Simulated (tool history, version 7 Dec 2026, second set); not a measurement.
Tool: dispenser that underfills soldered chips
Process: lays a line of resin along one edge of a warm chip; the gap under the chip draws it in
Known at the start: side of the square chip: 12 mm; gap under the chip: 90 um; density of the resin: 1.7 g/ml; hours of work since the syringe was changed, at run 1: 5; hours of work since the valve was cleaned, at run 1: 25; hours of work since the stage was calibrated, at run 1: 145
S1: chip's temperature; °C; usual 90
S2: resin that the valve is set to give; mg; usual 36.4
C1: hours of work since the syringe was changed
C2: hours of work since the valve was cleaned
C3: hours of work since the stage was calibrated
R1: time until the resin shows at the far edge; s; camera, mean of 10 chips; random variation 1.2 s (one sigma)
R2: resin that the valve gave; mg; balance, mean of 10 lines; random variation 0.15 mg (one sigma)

run	hour	S1	S2	C1	C2	C3	R1	R2
1	0.0	90	36.4	5	25	145	175.1	35.54
# hour 5.9: new syringe of resin
2	6.6	90	36.4	1	30	150	125.2	35.60
3	12.8	90	37.2	5	34	154	170.6	35.98
# hour 18.2: new syringe of resin
4	18.2	90	37.2	0	38	157	121.9	35.98
5	23.4	90	37.2	4	41	161	156.5	35.86
6	27.9	90	37.2	7	44	164	196.3	35.63
# hour 30.5: new syringe of resin
7	34.0	90	37.2	2	48	168	145.8	35.40
8	39.3	90	37.2	6	52	172	189.0	35.59
# hour 42.9: new syringe of resin
9	42.9	90	37.2	0	54	174	120.7	35.31
10	48.4	90	37.2	4	58	178	157.8	35.51
11	52.2	87	35.3	6	61	181	212.7	33.36
# hour 55.1: new syringe of resin
12	56.8	96	36.3	1	64	184	111.6	34.01
# hour 62.5: dispensing valve cleaned and set on the balance
13	63.4	96	36.3	5	1	188	150.5	35.94
# hour 68.6: new syringe of resin
14	69.6	86	38.1	1	5	192	146.5	37.82
15	74.8	83	38.1	4	8	195	210.4	37.56
# hour 81.1: new syringe of resin
16	81.6	83	38.1	0	13	200	158.1	37.57
17	86.4	83	38.1	4	16	203	199.3	37.45
18	89.3	83	40.1	6	18	205	227.5	39.19
# hour 93.4: new syringe of resin
19	93.6	83	40.1	0	21	208	152.2	39.12

Forecast each of these 3 alternatives for the next run:
A	98.3	75	45.8	3	24	211	?	?
B	98.3	95	39.1	3	24	211	?	?
C	98.3	85	32.2	3	24	211	?	?

run	R1	R2
A	254.2	44.60
B	134.5	38.15
C	188.3	31.36
Without the tool's hidden state the same runs would have given:
run	R1	R2
A	193.0	45.75
B	102.3	39.13
C	142.5	32.17
